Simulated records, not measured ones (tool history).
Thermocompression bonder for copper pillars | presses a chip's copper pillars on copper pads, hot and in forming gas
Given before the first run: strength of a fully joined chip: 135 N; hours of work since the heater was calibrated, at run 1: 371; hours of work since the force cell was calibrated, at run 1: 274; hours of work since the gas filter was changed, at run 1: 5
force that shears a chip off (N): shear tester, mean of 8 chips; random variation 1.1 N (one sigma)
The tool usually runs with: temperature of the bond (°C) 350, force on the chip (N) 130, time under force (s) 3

run	hour	temperature of the bond (°C)	force on the chip (N)	time under force (s)	hours of work since the heater was calibrated	hours of work since the force cell was calibrated	hours of work since the gas filter was changed	force that shears a chip off (N)
1	0.0	350	130	3	371	274	5	93.6
2	16.5	350	130	3	382	284	15	95.9
3	27.1	353	130	3	389	291	22	97.0
4	37.5	353	130	3	395	298	29	97.0
5	48.6	353	130	3	403	305	36	96.8
6	68.8	353	130	3	416	318	49	94.1
7	78.2	353	130	3	422	324	55	94.6
8	92.8	353	130	3	431	334	65	94.3
9	110.7	353	130	3	443	345	76	95.7
10	124.0	364	78	3	451	354	85	82.1
11	139.5	364	78	3	461	364	95	83.6
# hour 142.7: heater calibrated with a thermocouple chip
12	153.7	364	78	3	7	372	103	83.5

Run 13 is up next; what results do you expect?
13	172.4	376	117	3	19	384	115	?

{"run 13": {"force that shears a chip off (N)": 101.8}}
Had the tool carried no hidden state, the very same run would have given force that shears a chip off (N) 104.5.
